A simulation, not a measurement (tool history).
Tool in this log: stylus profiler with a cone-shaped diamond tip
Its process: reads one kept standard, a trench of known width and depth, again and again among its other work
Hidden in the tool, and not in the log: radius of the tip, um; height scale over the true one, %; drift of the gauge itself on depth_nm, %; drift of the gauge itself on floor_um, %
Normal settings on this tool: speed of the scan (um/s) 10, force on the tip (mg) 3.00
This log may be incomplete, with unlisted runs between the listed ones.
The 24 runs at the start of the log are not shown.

run    hour  speed of the scan (um/s)  force on the tip (mg)  scans with this tip  hours of work since the height scale was calibrated  depth of the trench (Å)  width of the trench's floor (nm)
 25   737.1                        33                   3.76                 6533                                                  765                   5081.7                             26830
 26   771.0                        33                   3.76                 6633                                                  790                   5082.3                             26830
      799.1  -- height scale calibrated on a step standard
 27   813.9                        14                   4.80                 6759                                                   11                   5096.0                             26900
 28   850.8                         9                   2.03                 6868                                                   37                   5054.1                             26940
 29   885.5                         9                   2.03                 6971                                                   62                   5053.4                             26990
 30   912.1                         9                   1.14                 7050                                                   82                   5036.4                             26910
 31   940.4                         9                   1.14                 7134                                                  102                   5037.1                             26960
 32   965.4                        33                   3.59                 7208                                                  120                   5078.7                             26860
 33  1005.3                        33                   3.59                 7326                                                  149                   5079.6                             26900
 34  1036.7                        26                   3.52                 7419                                                  172                   5078.1                             26890
 35  1080.4                        26                   1.25                 7549                                                  203                   5038.3                             26760
 36  1105.9                        25                   1.08                 7624                                                  222                   5035.3                             26850
 37  1132.5                         8                   3.18                 7703                                                  241                   5073.4                             26980
 38  1162.4                         8                   3.18                 7792                                                  263                   5072.0                             26980
 39  1203.0                        31                   3.00                 7912                                                  292                   5069.5                             26840
 40  1221.8                        31                   3.00                 7968                                                  306                   5069.8                             26830
 41  1246.3                        10                   3.27                 8041                                                  323                   5074.2                             26920
 42  1281.7                        10                   3.27                 8145                                                  349                   5074.5                             26970
 43  1317.5                        19                   5.52                 8251                                                  375                   5105.1                             26890
 44  1344.8                         2                   1.41                 8333                                                  394                   5041.9                             27010
 45  1379.7                        30                   2.22                 8436                                                  420                   5057.0                             26810
 46  1398.9                        30                   2.22                 8493                                                  434                   5056.8                             26880

Each row is a separate what-if for the run after 46, all from the same tool condition, not one after another. Results?
  A  1427.7                         4                   2.86                 8578                                                  454                        ?                                 ?
  B  1427.7                        10                   3.92                 8578                                                  454                        ?                                 ?
  C  1427.7                        33                   1.01                 8578                                                  454                        ?                                 ?
  D  1427.7                         7                   2.22                 8578                                                  454                        ?                                 ?

run  depth of the trench (Å)  width of the trench's floor (nm)
  A                   5067.4                             26930
  B                   5084.6                             26980
  C                   5033.6                             26710
  D                   5058.9                             26980
Stripped of hidden state, with their random variation kept, the same runs would have yielded:
run  depth of the trench (Å)  width of the trench's floor (nm)
  A                   5067.5                             26940
  B                   5084.6                             26980
  C                   5033.6                             26720
  D                   5058.9                             26980
